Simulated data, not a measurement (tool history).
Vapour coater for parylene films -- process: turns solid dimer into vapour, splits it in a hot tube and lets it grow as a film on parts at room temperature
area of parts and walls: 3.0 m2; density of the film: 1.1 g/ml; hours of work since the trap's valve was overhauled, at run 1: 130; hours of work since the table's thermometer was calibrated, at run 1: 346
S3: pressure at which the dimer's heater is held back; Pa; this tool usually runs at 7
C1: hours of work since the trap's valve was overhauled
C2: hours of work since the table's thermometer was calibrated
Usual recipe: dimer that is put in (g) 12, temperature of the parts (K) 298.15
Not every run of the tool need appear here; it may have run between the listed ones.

run 1 hour=0 | dimer_that_is_put_in_(g)=12 temperature_of_the_parts_(K)=298.15 S3=7 | C1=130 C2=346 | thickness_of_the_film_(nm)=2610
run 2 hour=19.3 | dimer_that_is_put_in_(g)=12 temperature_of_the_parts_(K)=298.15 S3=7 | C1=145 C2=361 | thickness_of_the_film_(nm)=2570
run 3 hour=42.8 | dimer_that_is_put_in_(g)=6 temperature_of_the_parts_(K)=298.15 S3=7 | C1=163 C2=379 | thickness_of_the_film_(nm)=1260
run 4 hour=57.9 | dimer_that_is_put_in_(g)=6 temperature_of_the_parts_(K)=298.15 S3=7 | C1=175 C2=391 | thickness_of_the_film_(nm)=1300
run 5 hour=82.7 | dimer_that_is_put_in_(g)=22 temperature_of_the_parts_(K)=298.15 S3=7 | C1=195 C2=411 | thickness_of_the_film_(nm)=4560
-- hour=96.3 trap's valve overhauled
run 6 hour=111 | dimer_that_is_put_in_(g)=22 temperature_of_the_parts_(K)=298.15 S3=7 | C1=12 C2=430 | thickness_of_the_film_(nm)=5020
run 7 hour=128.1 | dimer_that_is_put_in_(g)=22 temperature_of_the_parts_(K)=298.15 S3=7 | C1=25 C2=444 | thickness_of_the_film_(nm)=4940
run 8 hour=144.9 | dimer_that_is_put_in_(g)=12 temperature_of_the_parts_(K)=291.15 S3=7 | C1=38 C2=457 | thickness_of_the_film_(nm)=3480
run 9 hour=167.6 | dimer_that_is_put_in_(g)=12 temperature_of_the_parts_(K)=291.15 S3=7 | C1=56 C2=475 | thickness_of_the_film_(nm)=3450
run 10 hour=187.2 | dimer_that_is_put_in_(g)=12 temperature_of_the_parts_(K)=291.15 S3=7 | C1=72 C2=490 | thickness_of_the_film_(nm)=3460
run 11 hour=201.9 | dimer_that_is_put_in_(g)=12 temperature_of_the_parts_(K)=291.15 S3=7 | C1=83 C2=502 | thickness_of_the_film_(nm)=3380
run 12 hour=216.1 | dimer_that_is_put_in_(g)=12 temperature_of_the_parts_(K)=291.15 S3=7 | C1=94 C2=513 | thickness_of_the_film_(nm)=3400
run 13 hour=241.5 | dimer_that_is_put_in_(g)=12 temperature_of_the_parts_(K)=291.15 S3=7 | C1=114 C2=533 | thickness_of_the_film_(nm)=3320
run 14 hour=254.5 | dimer_that_is_put_in_(g)=7 temperature_of_the_parts_(K)=291.15 S3=7 | C1=125 C2=543 | thickness_of_the_film_(nm)=1960
run 15 hour=274.1 | dimer_that_is_put_in_(g)=7 temperature_of_the_parts_(K)=291.15 S3=7 | C1=140 C2=559 | thickness_of_the_film_(nm)=1930
run 16 hour=292.8 | dimer_that_is_put_in_(g)=7 temperature_of_the_parts_(K)=291.15 S3=7 | C1=155 C2=573 | thickness_of_the_film_(nm)=1980
run 17 hour=308.3 | dimer_that_is_put_in_(g)=7 temperature_of_the_parts_(K)=291.15 S3=7 | C1=167 C2=586 | thickness_of_the_film_(nm)=1920
run 18 hour=328.3 | dimer_that_is_put_in_(g)=7 temperature_of_the_parts_(K)=291.15 S3=7 | C1=183 C2=601 | thickness_of_the_film_(nm)=1920
-- hour=357.1 trap's valve overhauled
run 19 hour=357.1 | dimer_that_is_put_in_(g)=12 temperature_of_the_parts_(K)=298.15 S3=7 | C1=0 C2=621 | thickness_of_the_film_(nm)=2740
run 20 hour=372.8 | dimer_that_is_put_in_(g)=12 temperature_of_the_parts_(K)=298.15 S3=2.13 | C1=12 C2=633 | thickness_of_the_film_(nm)=3440
run 21 hour=395 | dimer_that_is_put_in_(g)=12 temperature_of_the_parts_(K)=298.15 S3=2.12 | C1=30 C2=651 | thickness_of_the_film_(nm)=3370
run 22 hour=420.3 | dimer_that_is_put_in_(g)=13 temperature_of_the_parts_(K)=298.15 S3=2.12 | C1=50 C2=671 | thickness_of_the_film_(nm)=3670
run 23 hour=443.4 | dimer_that_is_put_in_(g)=12 temperature_of_the_parts_(K)=298.15 S3=7 | C1=68 C2=689 | thickness_of_the_film_(nm)=2630
run 24 hour=459.6 | dimer_that_is_put_in_(g)=12 temperature_of_the_parts_(K)=298.15 S3=7 | C1=81 C2=702 | thickness_of_the_film_(nm)=2690
run 25 hour=480.8 | dimer_that_is_put_in_(g)=7 temperature_of_the_parts_(K)=297.15 S3=5.24 | C1=97 C2=718 | thickness_of_the_film_(nm)=1680
run 26 hour=505.1 | dimer_that_is_put_in_(g)=7 temperature_of_the_parts_(K)=297.15 S3=5.24 | C1=117 C2=738 | thickness_of_the_film_(nm)=1670
run 27 hour=521.9 | dimer_that_is_put_in_(g)=7 temperature_of_the_parts_(K)=297.15 S3=5.24 | C1=130 C2=751 | thickness_of_the_film_(nm)=1640
run 28 hour=540.7 | dimer_that_is_put_in_(g)=7 temperature_of_the_parts_(K)=297.15 S3=5.24 | C1=145 C2=766 | thickness_of_the_film_(nm)=1670
run 29 hour=564.4 | dimer_that_is_put_in_(g)=8 temperature_of_the_parts_(K)=298.15 S3=10.6 | C1=163 C2=784 | thickness_of_the_film_(nm)=1600
run 30 hour=583.5 | dimer_that_is_put_in_(g)=7 temperature_of_the_parts_(K)=298.15 S3=10.6 | C1=178 C2=799 | thickness_of_the_film_(nm)=1390
run 31 hour=596.4 | dimer_that_is_put_in_(g)=6 temperature_of_the_parts_(K)=293.15 S3=5.56 | C1=189 C2=810 | thickness_of_the_film_(nm)=1580
-- hour=619.5 trap's valve overhauled
run 32 hour=624.4 | dimer_that_is_put_in_(g)=12 temperature_of_the_parts_(K)=298.15 S3=4.12 | C1=4 C2=828 | thickness_of_the_film_(nm)=3030
run 33 hour=647.3 | dimer_that_is_put_in_(g)=7 temperature_of_the_parts_(K)=300.15 S3=4.12 | C1=22 C2=847 | thickness_of_the_film_(nm)=1650
run 34 hour=657.9 | dimer_that_is_put_in_(g)=7 temperature_of_the_parts_(K)=300.15 S3=3.14 | C1=30 C2=855 | thickness_of_the_film_(nm)=1680
run 35 hour=682.9 | dimer_that_is_put_in_(g)=12 temperature_of_the_parts_(K)=297.15 S3=2.66 | C1=50 C2=875 | thickness_of_the_film_(nm)=3330
run 36 hour=705.1 | dimer_that_is_put_in_(g)=7 temperature_of_the_parts_(K)=296.15 S3=7 | C1=67 C2=892 | thickness_of_the_film_(nm)=1690
run 37 hour=720.1 | dimer_that_is_put_in_(g)=7 temperature_of_the_parts_(K)=296.15 S3=7 | C1=79 C2=904 | thickness_of_the_film_(nm)=1680
run 38 hour=746.1 | dimer_that_is_put_in_(g)=7 temperature_of_the_parts_(K)=296.15 S3=7 | C1=100 C2=924 | thickness_of_the_film_(nm)=1650
run 39 hour=771.2 | dimer_that_is_put_in_(g)=7 temperature_of_the_parts_(K)=296.15 S3=7 | C1=120 C2=944 | thickness_of_the_film_(nm)=1670
run 40 hour=788.2 | dimer_that_is_put_in_(g)=18 temperature_of_the_parts_(K)=292.15 S3=9.15 | C1=133 C2=958 | thickness_of_the_film_(nm)=4770
run 41 hour=799 | dimer_that_is_put_in_(g)=18 temperature_of_the_parts_(K)=295.15 S3=3.74 | C1=141 C2=966 | thickness_of_the_film_(nm)=4880
run 42 hour=820.4 | dimer_that_is_put_in_(g)=18 temperature_of_the_parts_(K)=295.15 S3=3.74 | C1=158 C2=983 | thickness_of_the_film_(nm)=4880
run 43 hour=841.7 | dimer_that_is_put_in_(g)=12 temperature_of_the_parts_(K)=298.15 S3=2.66 | C1=175 C2=1000 | thickness_of_the_film_(nm)=3070
run 44 hour=855.4 | dimer_that_is_put_in_(g)=12 temperature_of_the_parts_(K)=298.15 S3=2.66 | C1=186 C2=1011 | thickness_of_the_film_(nm)=3090
run 45 hour=873.4 | dimer_that_is_put_in_(g)=9 temperature_of_the_parts_(K)=299.15 S3=2.99 | C1=200 C2=1025 | thickness_of_the_film_(nm)=2120
-- hour=880.2 trap's valve overhauled
run 46 hour=896.6 | dimer_that_is_put_in_(g)=9 temperature_of_the_parts_(K)=301.15 S3=7 | C1=13 C2=1040 | thickness_of_the_film_(nm)=1850

Results per run with the tool's hidden condition removed, run-to-run variation unchanged:
The hidden state here: vapour lost through the trap's worn valve, %; true temperature of the parts over the reading, C; drift of the gauge itself on film_um, %.
run=1 thickness_of_the_film_(nm)=2750
run=2 thickness_of_the_film_(nm)=2730
run=3 thickness_of_the_film_(nm)=1350
run=4 thickness_of_the_film_(nm)=1390
run=5 thickness_of_the_film_(nm)=4970
run=6 thickness_of_the_film_(nm)=5030
run=7 thickness_of_the_film_(nm)=4980
run=8 thickness_of_the_film_(nm)=3560
run=9 thickness_of_the_film_(nm)=3560
run=10 thickness_of_the_film_(nm)=3600
run=11 thickness_of_the_film_(nm)=3520
run=12 thickness_of_the_film_(nm)=3560
run=13 thickness_of_the_film_(nm)=3520
run=14 thickness_of_the_film_(nm)=2090
run=15 thickness_of_the_film_(nm)=2070
run=16 thickness_of_the_film_(nm)=2130
run=17 thickness_of_the_film_(nm)=2090
run=18 thickness_of_the_film_(nm)=2100
run=19 thickness_of_the_film_(nm)=2710
run=20 thickness_of_the_film_(nm)=3430
run=21 thickness_of_the_film_(nm)=3380
run=22 thickness_of_the_film_(nm)=3720
run=23 thickness_of_the_film_(nm)=2680
run=24 thickness_of_the_film_(nm)=2760
run=25 thickness_of_the_film_(nm)=1740
run=26 thickness_of_the_film_(nm)=1740
run=27 thickness_of_the_film_(nm)=1720
run=28 thickness_of_the_film_(nm)=1760
run=29 thickness_of_the_film_(nm)=1700
run=30 thickness_of_the_film_(nm)=1480
run=31 thickness_of_the_film_(nm)=1700
run=32 thickness_of_the_film_(nm)=3000
run=33 thickness_of_the_film_(nm)=1640
run=34 thickness_of_the_film_(nm)=1680
run=35 thickness_of_the_film_(nm)=3360
run=36 thickness_of_the_film_(nm)=1720
run=37 thickness_of_the_film_(nm)=1720
run=38 thickness_of_the_film_(nm)=1710
run=39 thickness_of_the_film_(nm)=1730
run=40 thickness_of_the_film_(nm)=5000
run=41 thickness_of_the_film_(nm)=5140
run=42 thickness_of_the_film_(nm)=5170
run=43 thickness_of_the_film_(nm)=3280
run=44 thickness_of_the_film_(nm)=3310
run=45 thickness_of_the_film_(nm)=2290
run=46 thickness_of_the_film_(nm)=1830
